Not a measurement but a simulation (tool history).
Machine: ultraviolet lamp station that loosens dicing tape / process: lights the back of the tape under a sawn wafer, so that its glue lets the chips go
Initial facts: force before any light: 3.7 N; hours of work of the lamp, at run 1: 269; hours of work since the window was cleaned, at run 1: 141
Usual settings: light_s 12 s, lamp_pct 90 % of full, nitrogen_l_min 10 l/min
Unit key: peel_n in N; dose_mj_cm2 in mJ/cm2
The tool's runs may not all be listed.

run,hour,light_s,lamp_pct,nitrogen_l_min,hours of work of the lamp,hours of work since the window was cleaned,peel_n,dose_mj_cm2
1,0,12,90,10,269,141,0.209,627
2,29.5,12,90,10,285,157,0.215,611
3,54.4,12,90,14,299,170,0.183,614
4,102,12,90,10,324,196,0.226,608
5,132.7,12,90,10,341,212,0.233,602
6,165.9,12,90,10,359,230,0.247,603

Expected results for the next run?
7,212.5,12,90,10,384,256,?,?

{"run 7": {"peel_n": 0.244, "dose_mj_cm2": 593}}
With the hidden condition absent and the run-to-run variation left alone, this run would have shown peel_n 0.19 N, dose_mj_cm2 673 mJ/cm2.

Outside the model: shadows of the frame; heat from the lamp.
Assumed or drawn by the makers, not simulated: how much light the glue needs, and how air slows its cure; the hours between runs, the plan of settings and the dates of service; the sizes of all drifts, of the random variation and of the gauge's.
